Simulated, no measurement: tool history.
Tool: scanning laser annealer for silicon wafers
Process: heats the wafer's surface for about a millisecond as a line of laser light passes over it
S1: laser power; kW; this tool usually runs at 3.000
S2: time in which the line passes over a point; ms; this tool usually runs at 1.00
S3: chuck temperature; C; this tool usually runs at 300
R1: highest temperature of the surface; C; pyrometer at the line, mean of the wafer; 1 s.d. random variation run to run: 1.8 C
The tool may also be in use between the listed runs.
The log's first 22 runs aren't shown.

-- hour=664.5 optics aligned, line set to its width
-- hour=668.7 window over the wafer cleaned
run 23 hour=680.6 | S1=3.088 S2=0.72 S3=300 | R1=966
run 24 hour=705.4 | S1=2.599 S2=1.13 S3=330 | R1=1038
run 25 hour=750.7 | S1=3.299 S2=1.13 S3=294 | R1=1211
run 26 hour=793.5 | S1=2.560 S2=0.71 S3=336 | R1=869
run 27 hour=835.3 | S1=2.560 S2=0.71 S3=336 | R1=873
run 28 hour=857.5 | S1=3.101 S2=1.00 S3=300 | R1=1099
run 29 hour=894.9 | S1=2.886 S2=1.07 S3=291 | R1=1059
run 30 hour=937.3 | S1=3.032 S2=0.88 S3=262 | R1=988
run 31 hour=981.7 | S1=3.000 S2=0.87 S3=300 | R1=1009
run 32 hour=1007.9 | S1=3.000 S2=0.87 S3=299 | R1=1009
run 33 hour=1047.9 | S1=3.125 S2=1.00 S3=300 | R1=1101
run 34 hour=1067.0 | S1=2.940 S2=0.95 S3=296 | R1=1027
run 35 hour=1096.5 | S1=3.000 S2=1.11 S3=288 | R1=1098
run 36 hour=1123.4 | S1=3.000 S2=1.11 S3=288 | R1=1096
run 37 hour=1156.0 | S1=3.000 S2=1.11 S3=288 | R1=1099
run 38 hour=1178.9 | S1=3.000 S2=1.08 S3=316 | R1=1110
run 39 hour=1219.0 | S1=3.000 S2=1.06 S3=271 | R1=1058
run 40 hour=1260.7 | S1=3.000 S2=1.06 S3=271 | R1=1058
run 41 hour=1306.0 | S1=2.719 S2=0.71 S3=292 | R1=857

Here are 4 independent what-if runs from the current tool condition. What would each one return?
run A hour=1349.9 | S1=2.606 S2=0.75 S3=300 | R1=?
run B hour=1349.9 | S1=3.100 S2=1.06 S3=335 | R1=?
run C hour=1349.9 | S1=2.719 S2=0.94 S3=316 | R1=?
run D hour=1349.9 | S1=2.719 S2=0.71 S3=320 | R1=?

run=A R1=856
run=B R1=1148
run=C R1=973
run=D R1=884
With no hidden state in the tool, these same runs would have given:
run=A R1=855
run=B R1=1147
run=C R1=972
run=D R1=883
